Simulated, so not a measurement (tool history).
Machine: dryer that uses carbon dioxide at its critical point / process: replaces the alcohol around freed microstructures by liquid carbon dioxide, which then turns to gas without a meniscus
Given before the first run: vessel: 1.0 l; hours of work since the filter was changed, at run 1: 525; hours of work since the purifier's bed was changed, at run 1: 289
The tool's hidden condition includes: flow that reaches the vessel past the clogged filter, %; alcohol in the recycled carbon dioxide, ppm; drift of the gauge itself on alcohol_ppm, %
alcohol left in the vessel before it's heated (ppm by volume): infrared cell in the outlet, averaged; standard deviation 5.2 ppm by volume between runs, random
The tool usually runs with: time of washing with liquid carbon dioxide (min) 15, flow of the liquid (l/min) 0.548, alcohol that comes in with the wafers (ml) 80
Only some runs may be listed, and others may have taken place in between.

run	hour	time of washing with liquid carbon dioxide (min)	flow of the liquid (l/min)	alcohol that comes in with the wafers (ml)	hours of work since the filter was changed	hours of work since the purifier's bed was changed	alcohol left in the vessel before it's heated (ppm by volume)
1	0	15	0.548	80	525	289	205
# hour 12.9: inlet filter changed
2	16.2	15	0.548	80	1	295	165
3	30.2	15	0.548	80	7	300	167
4	41.6	15	0.548	80	11	305	167
5	58.7	15	0.548	80	18	312	161
6	75.6	15	0.548	80	25	318	168
7	90.9	21	0.548	80	30	324	83
8	100.3	15	0.548	80	34	328	164
9	115.8	15	0.548	80	40	334	176
10	133	16	0.548	80	47	341	136
11	152.4	17	0.548	80	55	348	122
12	165.6	15	0.548	80	60	353	178
13	178.2	15	0.548	80	65	358	180
14	187.9	15	0.548	80	68	362	176
15	204.5	15	0.548	80	75	369	179
16	216	15	0.548	80	79	373	179
17	232.6	15	0.548	80	86	380	185
18	252.6	15	0.548	80	94	387	187
19	268.5	15	0.548	80	100	394	186
20	277.7	15	0.548	80	104	397	184
21	289	15	0.548	23	108	402	125
22	300.4	15	0.548	23	112	406	124
23	311.9	15	0.548	23	117	411	124
24	321.3	15	0.412	23	121	414	253
25	335.3	15	0.423	44	126	420	351
26	344.5	12	0.407	78	130	423	1557
27	362.5	12	0.407	78	137	430	1601
28	378.9	11	0.407	37	143	437	1084
29	388.9	11	0.523	56	147	441	617
30	402.1	15	0.478	59	152	446	294
31	419.4	21	0.356	114	159	453	385
32	433.7	21	0.356	114	165	458	364
33	448.7	21	0.356	114	170	464	373
34	457.4	15	0.833	67	174	467	121
35	476	15	0.833	67	181	475	112
36	484.4	15	0.833	67	184	478	112
37	503.7	15	0.833	67	192	486	101
38	512.3	9	0.524	69	195	489	1662
39	528.8	15	0.38	91	202	495	1046
40	546.6	15	0.38	91	209	502	1037
41	564.1	19	0.747	91	216	509	121
42	574.3	15	0.901	80	220	513	112
43	592.6	14	0.572	28	227	520	167
44	610.2	11	0.437	47	234	527	1111
45	625.2	9	0.437	47	239	533	2134
46	643.5	12	0.485	35	247	540	451
47	660.9	12	0.485	35	253	547	454

Take each entry between the runs: how does the hidden state at the last listed run before it differ from the hidden state at the first listed run after it?
Between runs 1 and 2: inlet filter changed (hour 12.9)
  flow that reaches the vessel past the clogged filter, %: 94.4 -> 99.7; alcohol in the recycled carbon dioxide, ppm: 67.6 -> 68.8
  the result without the hidden state subtracted from the measured one, alcohol left in the vessel before it's heated (ppm by volume): +104 -> +67
